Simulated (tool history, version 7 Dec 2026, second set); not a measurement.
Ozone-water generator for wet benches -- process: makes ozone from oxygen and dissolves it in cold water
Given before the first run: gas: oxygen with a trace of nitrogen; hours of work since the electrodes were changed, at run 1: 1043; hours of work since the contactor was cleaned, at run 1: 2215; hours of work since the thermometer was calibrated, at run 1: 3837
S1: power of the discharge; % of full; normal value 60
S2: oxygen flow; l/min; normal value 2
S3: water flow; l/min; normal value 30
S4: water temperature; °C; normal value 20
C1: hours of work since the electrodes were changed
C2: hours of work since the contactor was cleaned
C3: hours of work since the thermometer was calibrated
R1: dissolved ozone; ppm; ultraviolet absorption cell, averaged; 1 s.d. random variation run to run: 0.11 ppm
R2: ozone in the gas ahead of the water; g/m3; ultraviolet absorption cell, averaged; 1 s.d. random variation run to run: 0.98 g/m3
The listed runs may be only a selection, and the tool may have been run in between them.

Run 1, hour 0: usual settings; C1 1043; C2 2215; C3 3837. Result: R1 6.6 ppm, R2 161.5 g/m3.
Run 2, hour 21: usual settings; C1 1057; C2 2229; C3 3851. Result: R1 6.7 ppm, R2 159 g/m3.
Run 3, hour 58.4: usual settings; C1 1082; C2 2254; C3 3876. Result: R1 6.5 ppm, R2 162.2 g/m3.
Run 4, hour 88.1: usual settings but S4 25 °C; C1 1102; C2 2273; C3 3896. Result: R1 6.2 ppm, R2 162.9 g/m3.
Run 5, hour 112.8: usual settings but S4 25 °C; C1 1118; C2 2290; C3 3912. Result: R1 6.2 ppm, R2 161.7 g/m3.
Run 6, hour 159.2: usual settings but S4 25 °C; C1 1149; C2 2320; C3 3943. Result: R1 6.3 ppm, R2 160.9 g/m3.
Run 7, hour 196.7: usual settings but S1 56 % of full, S2 3.08 l/min, S4 12 °C; C1 1174; C2 2345; C3 3968. Result: R1 7 ppm, R2 117.8 g/m3.
Run 8, hour 230.1: usual settings but S1 56 % of full, S2 3.08 l/min, S4 12 °C; C1 1196; C2 2367; C3 3990. Result: R1 6.6 ppm, R2 117.2 g/m3.

What does the tool deliver on the next run?
Run 9, hour 271.4: usual settings but S1 78 % of full, S2 1.95 l/min, S3 20 l/min, S4 14 °C; C1 1223; C2 2395; C3 4017. Result: R1 ?, R2 ?.

R1: 13.1 ppm
R2: 210.9 g/m3
With the hidden condition absent and the run-to-run variation left alone, this run would have shown R1 14.3 ppm, R2 221.5 g/m3.
